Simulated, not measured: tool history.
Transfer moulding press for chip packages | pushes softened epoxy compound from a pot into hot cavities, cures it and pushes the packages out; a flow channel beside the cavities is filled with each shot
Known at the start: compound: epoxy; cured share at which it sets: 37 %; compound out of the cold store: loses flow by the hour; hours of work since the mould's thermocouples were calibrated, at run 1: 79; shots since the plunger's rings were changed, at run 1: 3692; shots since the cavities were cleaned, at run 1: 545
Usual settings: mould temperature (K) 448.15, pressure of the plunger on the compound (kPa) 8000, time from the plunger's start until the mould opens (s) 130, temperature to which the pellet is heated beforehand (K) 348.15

run,hour,mould temperature (K),pressure of the plunger on the compound (kPa),time from the plunger's start until the mould opens (s),temperature to which the pellet is heated beforehand (K),hours of work since the mould's thermocouples were calibrated,shots since the plunger's rings were changed,shots since the cavities were cleaned,incoming compound's hours out of the cold store,length that the compound runs in the flow channel (mm),greatest force on the pins that push the packages out (N)
1,0,448.15,8000,130,348.15,79,3692,545,12.8,593,465
2,24.6,448.15,8000,130,348.15,95,3911,764,29.9,540,494
# hour 47.4: cavities cleaned with cleaning compound and waxed
3,50.4,448.15,8000,157,348.15,110,4127,26,22,561,273
4,65,448.15,8000,157,348.15,119,4257,156,15.6,582,316
5,88.9,448.15,8000,157,348.15,134,4470,369,31.6,528,356
6,102.6,448.15,8000,130,346.15,142,4592,491,8.2,600,474
7,117.5,448.15,8000,130,346.15,152,4725,624,28.1,540,466
8,134.1,448.15,8000,130,346.15,162,4873,772,13.5,584,501
# hour 154.8: cavities cleaned with cleaning compound and waxed
9,158.4,448.15,8000,131,348.15,177,5076,32,47.7,485,307
10,170.4,448.15,8000,131,348.15,184,5183,139,41.7,497,339
11,187.1,448.15,8000,131,348.15,195,5331,287,9.9,591,413
12,209.4,448.15,8000,131,348.15,208,5530,486,28.3,536,425
13,236.8,448.15,8000,131,348.15,226,5775,731,11.5,588,498
14,259.1,448.15,8000,158,348.15,240,5973,929,46.6,480,441
# hour 263: cavities cleaned with cleaning compound and waxed
# hour 267.7: plunger's sealing rings changed
15,284.1,448.15,8000,158,348.15,253,146,166,34.8,548,310
16,296.7,448.15,8000,133,338.15,261,258,278,13.1,609,398
17,315.5,448.15,6350,151,348.15,273,426,446,30.7,490,389
18,333.1,448.15,8670,130,352.15,284,583,603,19.9,612,457
19,355.2,454.15,8000,113,348.15,297,779,799,15.7,583,467
# hour 372.9: cavities cleaned with cleaning compound and waxed
20,380.6,454.15,7390,151,348.15,312,993,70,42.7,483,268

Run 21 comes next. What will it give?
21,400.7,454.15,7390,151,350.15,325,1171,248,41.9,?,?

{"run 21": {"length that the compound runs in the flow channel (mm)": 484, "greatest force on the pins that push the packages out (N)": 308}}
Without the tool's hidden state the same run would have given length that the compound runs in the flow channel (mm) 489, greatest force on the pins that push the packages out (N) 234.

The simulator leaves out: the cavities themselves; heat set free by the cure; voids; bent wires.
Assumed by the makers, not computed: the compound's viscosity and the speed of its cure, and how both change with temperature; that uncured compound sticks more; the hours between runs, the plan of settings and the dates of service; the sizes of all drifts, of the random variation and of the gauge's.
